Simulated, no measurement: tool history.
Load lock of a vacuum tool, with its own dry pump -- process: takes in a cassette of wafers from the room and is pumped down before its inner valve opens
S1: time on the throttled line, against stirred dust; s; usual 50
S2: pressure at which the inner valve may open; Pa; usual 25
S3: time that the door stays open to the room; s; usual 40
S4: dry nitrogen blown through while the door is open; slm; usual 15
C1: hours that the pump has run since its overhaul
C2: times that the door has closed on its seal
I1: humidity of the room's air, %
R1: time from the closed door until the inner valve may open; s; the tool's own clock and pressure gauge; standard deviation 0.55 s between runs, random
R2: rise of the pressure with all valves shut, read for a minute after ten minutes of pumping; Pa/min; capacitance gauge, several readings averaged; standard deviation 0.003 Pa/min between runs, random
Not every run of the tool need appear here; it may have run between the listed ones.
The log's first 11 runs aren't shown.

{"run": 12, "hour": 5586.1, "S1": 50, "S2": 25, "S3": 29, "S4": 16, "C1": 3587, "C2": 31144, "I1": 42.5, "R1": 77.4, "R2": 0.164}
{"run": 13, "hour": 6203.5, "S1": 50, "S2": 25, "S3": 29, "S4": 16, "C1": 4204, "C2": 34123, "I1": 42.8, "R1": 78.2, "R2": 0.191}
{"run": 14, "hour": 6539.5, "S1": 50, "S2": 25, "S3": 29, "S4": 16, "C1": 4540, "C2": 35744, "I1": 44.9, "R1": 78.3, "R2": 0.198}
{"run": 15, "hour": 7068.5, "S1": 50, "S2": 25, "S3": 29, "S4": 16, "C1": 5069, "C2": 38296, "I1": 42.8, "R1": 78.1, "R2": 0.222}
{"run": 16, "hour": 7734.1, "S1": 50, "S2": 25, "S3": 29, "S4": 16, "C1": 5735, "C2": 41508, "I1": 46.9, "R1": 78.2, "R2": 0.253}
{"run": 17, "hour": 8250.3, "S1": 50, "S2": 25, "S3": 40, "S4": 15, "C1": 6251, "C2": 43999, "I1": 49.7, "R1": 78.9, "R2": 0.285}
{"run": 18, "hour": 8981.7, "S1": 50, "S2": 25, "S3": 40, "S4": 15, "C1": 6983, "C2": 47527, "I1": 45.7, "R1": 78.5, "R2": 0.318}
{"run": 19, "hour": 9655.6, "S1": 50, "S2": 25, "S3": 40, "S4": 15, "C1": 7657, "C2": 50779, "I1": 43.1, "R1": 79.9, "R2": 0.343}
{"run": 20, "hour": 10279.4, "S1": 50, "S2": 25, "S3": 40, "S4": 15, "C1": 8280, "C2": 53789, "I1": 46.2, "R1": 78.4, "R2": 0.376}
{"run": 21, "hour": 10868.1, "S1": 50, "S2": 25, "S3": 156, "S4": 15, "C1": 8869, "C2": 56629, "I1": 43.2, "R1": 78.8, "R2": 0.472}
{"run": 22, "hour": 11388.8, "S1": 50, "S2": 48, "S3": 122, "S4": 11, "C1": 9390, "C2": 59142, "I1": 44.5, "R1": 75.1, "R2": 0.475}
{"run": 23, "hour": 11821.4, "S1": 45, "S2": 23, "S3": 40, "S4": 15, "C1": 9822, "C2": 61229, "I1": 41, "R1": 76.4, "R2": 0.464}
{"run": 24, "hour": 12500.5, "S1": 45, "S2": 23, "S3": 40, "S4": 13, "C1": 10501, "C2": 64506, "I1": 46, "R1": 75.1, "R2": 0.504}
{"run": 25, "hour": 13140.9, "S1": 45, "S2": 25, "S3": 32, "S4": 15, "C1": 11142, "C2": 67595, "I1": 42.4, "R1": 76.9, "R2": 0.534}
{"hour": 13250.0, "done": "door's seal changed, seat wiped"}
{"run": 26, "hour": 13759.5, "S1": 45, "S2": 25, "S3": 32, "S4": 15, "C1": 11759, "C2": 2458, "I1": 47.7, "R1": 76.5, "R2": 0.038}
{"run": 27, "hour": 14058.9, "S1": 51, "S2": 25, "S3": 32, "S4": 12, "C1": 12058, "C2": 3902, "I1": 42.5, "R1": 81.1, "R2": 0.043}
{"run": 28, "hour": 14492.9, "S1": 51, "S2": 25, "S3": 32, "S4": 12, "C1": 12492, "C2": 5997, "I1": 42.5, "R1": 79.4, "R2": 0.044}
{"run": 29, "hour": 14839.9, "S1": 56, "S2": 25, "S3": 40, "S4": 15, "C1": 12839, "C2": 7671, "I1": 50.3, "R1": 84.7, "R2": 0.058}
{"run": 30, "hour": 15192.0, "S1": 56, "S2": 32, "S3": 40, "S4": 15, "C1": 13191, "C2": 9370, "I1": 47.2, "R1": 84.6, "R2": 0.067}
{"run": 31, "hour": 15656.9, "S1": 92, "S2": 48, "S3": 40, "S4": 14, "C1": 13656, "C2": 11613, "I1": 43.5, "R1": 109.1, "R2": 0.072}
{"hour": 16074.9, "done": "dry pump taken out, an overhauled one fitted"}
{"run": 32, "hour": 16092.0, "S1": 32, "S2": 48, "S3": 135, "S4": 14, "C1": 17, "C2": 13683, "I1": 47.4, "R1": 58.7, "R2": 0.124}
{"run": 33, "hour": 16694.7, "S1": 66, "S2": 23, "S3": 62, "S4": 33, "C1": 620, "C2": 16591, "I1": 45.3, "R1": 88.8, "R2": 0.089}
{"run": 34, "hour": 17122.0, "S1": 26, "S2": 34, "S3": 125, "S4": 15, "C1": 1047, "C2": 18653, "I1": 46.3, "R1": 56.4, "R2": 0.144}
{"run": 35, "hour": 17494.4, "S1": 29, "S2": 34, "S3": 106, "S4": 15, "C1": 1419, "C2": 20450, "I1": 46.2, "R1": 60.1, "R2": 0.149}
{"run": 36, "hour": 17828.7, "S1": 29, "S2": 34, "S3": 106, "S4": 15, "C1": 1754, "C2": 22063, "I1": 49.7, "R1": 59.4, "R2": 0.157}

What if the next run were any one of these 3? Each begins from the tool's condition after run 36:
{"run": "A", "hour": 18334.5, "S1": 29, "S2": 26, "S3": 89, "S4": 6, "C1": 2260, "C2": 24503, "I1": 44.6, "R1": "?", "R2": "?"}
{"run": "B", "hour": 18334.5, "S1": 29, "S2": 45, "S3": 235, "S4": 15, "C1": 2260, "C2": 24503, "I1": 46.4, "R1": "?", "R2": "?"}
{"run": "C", "hour": 18334.5, "S1": 83, "S2": 34, "S3": 157, "S4": 6, "C1": 2260, "C2": 24503, "I1": 45.3, "R1": "?", "R2": "?"}

run=A R1=60.9 R2=0.172
run=B R1=58.1 R2=0.219
run=C R1=102.2 R2=0.219
What these runs would have given with no unlogged condition in the tool:
run=A R1=59.9 R2=0.068
run=B R1=57.2 R2=0.115
run=C R1=101.6 R2=0.115

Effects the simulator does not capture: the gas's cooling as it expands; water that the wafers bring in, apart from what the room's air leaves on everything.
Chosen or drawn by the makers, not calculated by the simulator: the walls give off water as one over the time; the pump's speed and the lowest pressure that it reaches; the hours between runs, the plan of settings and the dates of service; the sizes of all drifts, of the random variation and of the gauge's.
